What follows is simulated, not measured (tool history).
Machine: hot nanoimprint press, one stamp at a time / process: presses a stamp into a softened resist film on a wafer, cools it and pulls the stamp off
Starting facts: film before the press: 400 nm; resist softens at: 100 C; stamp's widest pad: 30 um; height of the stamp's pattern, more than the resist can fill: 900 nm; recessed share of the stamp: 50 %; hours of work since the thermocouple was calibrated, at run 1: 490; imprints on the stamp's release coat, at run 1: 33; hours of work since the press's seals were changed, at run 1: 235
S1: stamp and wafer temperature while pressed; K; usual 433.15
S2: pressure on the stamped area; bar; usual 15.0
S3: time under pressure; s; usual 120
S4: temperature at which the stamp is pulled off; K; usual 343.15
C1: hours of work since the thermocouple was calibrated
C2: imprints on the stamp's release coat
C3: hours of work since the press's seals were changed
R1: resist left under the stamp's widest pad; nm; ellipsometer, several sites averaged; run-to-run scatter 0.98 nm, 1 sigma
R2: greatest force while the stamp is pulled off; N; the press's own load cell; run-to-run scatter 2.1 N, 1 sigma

run   hour      S1    S2   S3      S4   C1    C2   C3     R1   R2
  1    0.0  433.15  15.0  120  343.15  490    33  235  241.2   93
  2   16.8  433.15  15.0  120  343.15  499   100  244  244.1   97
  3   29.1  438.15  15.0  120  343.15  506   149  251  198.4   97
  4   37.3  438.15  15.0  120  343.15  510   182  255  199.9   98
  5   51.2  438.15  15.0  210  343.15  518   237  263  160.2  103
  6   65.6  425.15  15.0  210  343.15  525   295  271  283.9  100
  7   84.8  444.15  15.0  120  343.15  536   371  281  155.4  106
  8  101.6  444.15  15.0  120  343.15  545   438  290  154.5  106
  9  113.4  433.15  15.0   92  343.15  551   485  297  265.6  105
 10  132.0  433.15  15.0   92  343.15  561   559  307  264.8  107
 11  147.3  433.15  15.0  120  330.15  570   620  315  246.3  142
 12  165.8  433.15  15.0  120  330.15  580   693  325  247.1  146
     178.7  -- plate thermocouple calibrated
 13  181.4  433.15  15.0  120  330.15    2   744  332  235.8  140
 14  190.4  433.15  15.0  120  336.15    6   779  337  235.2  120
 15  201.4  436.15  16.0  120  346.15   12   823  343  201.5  104
 16  216.6  435.15  14.6  120  346.15   21   883  351  219.9  109
 17  230.4  428.15   9.1  120  337.15   28   939  358  319.5  126
 18  247.9  433.15  15.0  120  349.15   38  1008  368  234.4   98
 19  256.0  433.15  13.3  120  346.15   42  1040  372  247.7  108
 20  268.5  440.15  11.7  120  332.15   49  1090  379  195.6  145
 21  280.3  430.15  12.5  112  346.15   55  1137  386  284.1  112
 22  288.8  430.15  12.5  112  346.15   60  1171  390  285.3  113
 23  298.4  431.15  12.5   97  348.15   65  1209  395  282.3  105
 24  313.9  425.15  12.5   97  329.15   73  1271  404  335.1  159
 25  332.6  433.15  15.0  107  343.15   83  1345  414  245.7  123
 26  346.9  433.15  15.0  107  343.15   91  1402  422  246.8  125
 27  364.2  433.15  15.0  107  343.15  101  1471  431  245.0  127

Forecast each of these 5 alternatives for the next run:
  A  383.8  433.15  21.7  107  343.15  111  1549  442   ?   ?
  B  383.8  433.15  16.8   61  343.15  111  1549  442   ?   ?
  C  383.8  434.15  19.9  120  343.15  111  1549  442   ?   ?
  D  383.8  439.15  13.5  107  341.15  111  1549  442   ?   ?
  E  383.8  433.15  15.0  107  337.15  111  1549  442   ?   ?

run     R1   R2
  A  216.2  125
  B  276.9  130
  C  206.5  126
  D  201.4  131
  E  245.9  150
Without the tool's unlogged condition, the same runs would have read:
run     R1   R2
  A  209.5   91
  B  271.7   94
  C  200.4   92
  D  196.9   95
  E  240.8  108

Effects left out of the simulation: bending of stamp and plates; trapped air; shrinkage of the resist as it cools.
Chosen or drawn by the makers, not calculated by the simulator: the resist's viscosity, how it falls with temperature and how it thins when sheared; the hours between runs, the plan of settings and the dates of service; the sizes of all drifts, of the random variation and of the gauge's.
